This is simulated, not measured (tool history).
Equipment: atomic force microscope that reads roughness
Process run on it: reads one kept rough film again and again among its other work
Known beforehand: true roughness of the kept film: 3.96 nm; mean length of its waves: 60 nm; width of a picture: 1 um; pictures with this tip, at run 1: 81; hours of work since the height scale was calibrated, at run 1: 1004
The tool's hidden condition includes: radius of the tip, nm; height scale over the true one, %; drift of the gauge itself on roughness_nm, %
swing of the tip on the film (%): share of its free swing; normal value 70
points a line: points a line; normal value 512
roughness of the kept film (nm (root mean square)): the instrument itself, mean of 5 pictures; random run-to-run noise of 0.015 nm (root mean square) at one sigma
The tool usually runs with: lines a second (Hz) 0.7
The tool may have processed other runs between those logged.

| run | hour | lines a second (Hz) | swing of the tip on the film (%) | points a line | pictures with this tip | hours of work since the height scale was calibrated | roughness of the kept film (nm (root mean square)) |
|---|---|---|---|---|---|---|---|
| 1 | 0 | 0.7 | 70 | 512 | 81 | 1004 | 3.693 |
|  | 35.6 | new tip fitted |
| 2 | 49.3 | 0.7 | 70 | 512 | 22 | 1040 | 3.664 |
|  | 69.2 | height scale calibrated on a step standard |
| 3 | 90.8 | 0.7 | 70 | 512 | 87 | 16 | 3.662 |
| 4 | 113.4 | 0.7 | 70 | 512 | 124 | 33 | 3.658 |
|  | 122.9 | new tip fitted |
| 5 | 148.8 | 0.7 | 70 | 512 | 42 | 59 | 3.691 |
| 6 | 179 | 0.7 | 70 | 512 | 90 | 81 | 3.649 |
| 7 | 202.3 | 0.7 | 70 | 512 | 127 | 98 | 3.691 |
|  | 207.6 | new tip fitted |
| 8 | 224.4 | 0.7 | 70 | 512 | 27 | 114 | 3.654 |
| 9 | 250.2 | 0.7 | 70 | 512 | 68 | 134 | 3.674 |
|  | 294.3 | new tip fitted |
| 10 | 294.3 | 0.7 | 70 | 512 | 0 | 166 | 3.653 |
| 11 | 341.4 | 0.7 | 70 | 512 | 76 | 201 | 3.65 |
|  | 380.9 | new tip fitted |
| 12 | 391.4 | 0.7 | 70 | 512 | 16 | 238 | 3.689 |
| 13 | 437 | 0.7 | 75 | 512 | 90 | 272 | 3.618 |
|  | 467.7 | new tip fitted |
| 14 | 468.6 | 0.7 | 70 | 412 | 1 | 295 | 3.656 |
| 15 | 515 | 0.7 | 70 | 512 | 76 | 329 | 3.662 |
|  | 553.4 | new tip fitted |
| 16 | 560 | 0.7 | 70 | 512 | 10 | 362 | 3.663 |
| 17 | 591.3 | 0.7 | 70 | 512 | 60 | 385 | 3.666 |
| 18 | 613.9 | 2.018 | 70 | 512 | 97 | 402 | 3.464 |
|  | 639.3 | new tip fitted |
| 19 | 666.3 | 0.7 | 74 | 512 | 43 | 441 | 3.647 |
| 20 | 710.9 | 2.772 | 70 | 512 | 115 | 474 | 3.345 |
|  | 726.3 | new tip fitted |
| 21 | 739.9 | 2.772 | 70 | 512 | 21 | 495 | 3.365 |
| 22 | 783.9 | 0.7 | 84 | 512 | 92 | 527 | 3.522 |
|  | 812.3 | new tip fitted |
| 23 | 812.3 | 0.7 | 70 | 512 | 0 | 548 | 3.687 |
| 24 | 837.4 | 0.7 | 70 | 475 | 40 | 567 | 3.652 |
| 25 | 863.8 | 0.7 | 70 | 475 | 82 | 586 | 3.675 |
|  | 897.6 | new tip fitted |
| 26 | 900.6 | 1.043 | 80 | 899 | 5 | 613 | 3.471 |
| 27 | 924.8 | 1.061 | 56 | 553 | 43 | 631 | 3.712 |
| 28 | 968 | 3.332 | 56 | 289 | 113 | 663 | 3.551 |
|  | 986.1 | new tip fitted |
| 29 | 1018.9 | 0.7 | 75 | 512 | 53 | 701 | 3.626 |
| 30 | 1062 | 0.792 | 87 | 386 | 122 | 733 | 3.461 |
|  | 1073.5 | new tip fitted |
| 31 | 1093.8 | 0.792 | 87 | 386 | 33 | 756 | 3.454 |
| 32 | 1142.9 | 1.163 | 85 | 288 | 112 | 792 | 3.384 |
|  | 1159 | new tip fitted |
| 33 | 1196.1 | 2.941 | 89 | 304 | 59 | 831 | 2.758 |
|  | 1245 | new tip fitted |
| 34 | 1245 | 2.941 | 89 | 482 | 0 | 867 | 2.768 |
| 35 | 1271.6 | 1.278 | 88 | 650 | 42 | 887 | 3.304 |
| 36 | 1299 | 1.506 | 64 | 416 | 86 | 907 | 3.609 |
|  | 1332.6 | new tip fitted |
| 37 | 1339.9 | 1.778 | 70 | 346 | 11 | 937 | 3.495 |

The next listed run, before its measurement:
| 38 | 1366.8 | 2.648 | 75 | 805 | 54 | 957 | ? |

roughness of the kept film (nm (root mean square)): 3.251
Minus the tool's unlogged condition, the same run would have read roughness of the kept film (nm (root mean square)) 3.254.
